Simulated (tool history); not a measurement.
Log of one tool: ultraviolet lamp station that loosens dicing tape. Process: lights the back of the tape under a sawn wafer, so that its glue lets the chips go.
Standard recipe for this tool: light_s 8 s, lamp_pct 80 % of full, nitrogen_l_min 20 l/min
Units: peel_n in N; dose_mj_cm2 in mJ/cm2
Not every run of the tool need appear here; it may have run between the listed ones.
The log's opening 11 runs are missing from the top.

run,day,light_s,lamp_pct,nitrogen_l_min,peel_n,dose_mj_cm2
12,23.688,8,80,20,0.895,408
13,26.525,8,80,20,0.933,395
14,29.875,8,80,20,0.988,391
15,33.062,8,80,20,1.013,378
16,35.517,8,80,20,1.097,367
17,37.704,8,80,20,1.133,365
18,39.25,8,80,20,1.171,366
19,41.75,8,96,20,0.79,427
20,44.212,8,96,20,0.825,420
21,46.017,8,96,20,0.848,422
# day 48.138: window cleaned of glue's vapour
22,48.829,8,96,20,0.635,472
23,50.671,9,96,7,0.801,522
24,53.738,9,96,7,0.878,513
25,55.358,8,86,7,1.528,401
26,58.392,8,86,7,1.536,393
27,60.317,10,82,33,0.536,460
28,62.783,14,81,20,0.289,629

Run 29 is up next; what results do you expect?
29,64.792,14,81,20,?,?

Run 29 came out at peel_n 0.291 N, dose_mj_cm2 626 mJ/cm2.
With the hidden condition absent and the run-to-run variation left alone, this run would have shown peel_n 0.107 N, dose_mj_cm2 930 mJ/cm2.

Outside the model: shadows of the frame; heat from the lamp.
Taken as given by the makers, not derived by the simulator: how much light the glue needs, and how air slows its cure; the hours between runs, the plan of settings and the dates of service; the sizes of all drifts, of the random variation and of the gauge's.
